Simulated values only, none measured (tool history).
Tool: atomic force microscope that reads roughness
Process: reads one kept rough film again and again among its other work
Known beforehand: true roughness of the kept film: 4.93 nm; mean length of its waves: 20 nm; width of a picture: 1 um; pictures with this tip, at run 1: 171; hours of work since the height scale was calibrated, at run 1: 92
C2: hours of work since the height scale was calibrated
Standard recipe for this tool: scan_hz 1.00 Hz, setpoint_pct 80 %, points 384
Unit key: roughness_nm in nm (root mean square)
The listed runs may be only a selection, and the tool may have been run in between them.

run 1 hour=0.0 | scan_hz=1.00 setpoint_pct=80 points=384 | pictures_with_this_tip=171 C2=92 | roughness_nm=2.822
run 2 hour=24.2 | scan_hz=0.84 setpoint_pct=80 points=384 | pictures_with_this_tip=208 C2=103 | roughness_nm=2.728
run 3 hour=59.6 | scan_hz=0.84 setpoint_pct=80 points=384 | pictures_with_this_tip=263 C2=119 | roughness_nm=2.568
-- hour=80.3 new tip fitted
run 4 hour=99.3 | scan_hz=1.00 setpoint_pct=80 points=384 | pictures_with_this_tip=29 C2=137 | roughness_nm=3.466
run 5 hour=146.1 | scan_hz=1.00 setpoint_pct=80 points=384 | pictures_with_this_tip=101 C2=158 | roughness_nm=3.143
run 6 hour=172.5 | scan_hz=1.00 setpoint_pct=80 points=384 | pictures_with_this_tip=142 C2=170 | roughness_nm=2.978
run 7 hour=223.4 | scan_hz=1.00 setpoint_pct=80 points=384 | pictures_with_this_tip=221 C2=193 | roughness_nm=2.625
run 8 hour=254.3 | scan_hz=1.00 setpoint_pct=80 points=384 | pictures_with_this_tip=269 C2=207 | roughness_nm=2.475
-- hour=269.5 new tip fitted
run 9 hour=310.2 | scan_hz=1.00 setpoint_pct=80 points=384 | pictures_with_this_tip=63 C2=232 | roughness_nm=3.281
run 10 hour=357.0 | scan_hz=1.00 setpoint_pct=80 points=597 | pictures_with_this_tip=135 C2=254 | roughness_nm=2.943
-- hour=361.8 height scale calibrated on a step standard
run 11 hour=384.2 | scan_hz=1.71 setpoint_pct=68 points=706 | pictures_with_this_tip=176 C2=10 | roughness_nm=2.813
run 12 hour=414.3 | scan_hz=1.71 setpoint_pct=68 points=706 | pictures_with_this_tip=222 C2=24 | roughness_nm=2.660
run 13 hour=452.5 | scan_hz=1.71 setpoint_pct=68 points=706 | pictures_with_this_tip=281 C2=41 | roughness_nm=2.485
-- hour=458.2 new tip fitted
run 14 hour=494.0 | scan_hz=1.71 setpoint_pct=68 points=706 | pictures_with_this_tip=56 C2=60 | roughness_nm=3.304
run 15 hour=540.0 | scan_hz=1.71 setpoint_pct=57 points=837 | pictures_with_this_tip=127 C2=81 | roughness_nm=3.080
run 16 hour=566.2 | scan_hz=3.27 setpoint_pct=57 points=837 | pictures_with_this_tip=167 C2=93 | roughness_nm=2.830
run 17 hour=609.9 | scan_hz=1.00 setpoint_pct=66 points=449 | pictures_with_this_tip=235 C2=112 | roughness_nm=2.667
-- hour=632.4 height scale calibrated on a step standard, once more
-- hour=648.4 new tip fitted
run 18 hour=668.2 | scan_hz=1.00 setpoint_pct=67 points=600 | pictures_with_this_tip=31 C2=16 | roughness_nm=3.594

Each row is a separate what-if for the run after 18, all from the same tool condition, not one after another. Results?
run A hour=713.9 | scan_hz=3.43 setpoint_pct=73 points=600 | pictures_with_this_tip=102 C2=37 | roughness_nm=?
run B hour=713.9 | scan_hz=3.78 setpoint_pct=80 points=401 | pictures_with_this_tip=102 C2=37 | roughness_nm=?
run C hour=713.9 | scan_hz=1.19 setpoint_pct=80 points=384 | pictures_with_this_tip=102 C2=37 | roughness_nm=?
run D hour=713.9 | scan_hz=0.86 setpoint_pct=87 points=302 | pictures_with_this_tip=102 C2=37 | roughness_nm=?

run=A roughness_nm=2.816
run=B roughness_nm=2.598
run=C roughness_nm=3.026
run=D roughness_nm=3.006
Stripped of hidden state, with their random variation kept, the same runs would have yielded:
run=A roughness_nm=3.316
run=B roughness_nm=3.059
run=C roughness_nm=3.564
run=D roughness_nm=3.540

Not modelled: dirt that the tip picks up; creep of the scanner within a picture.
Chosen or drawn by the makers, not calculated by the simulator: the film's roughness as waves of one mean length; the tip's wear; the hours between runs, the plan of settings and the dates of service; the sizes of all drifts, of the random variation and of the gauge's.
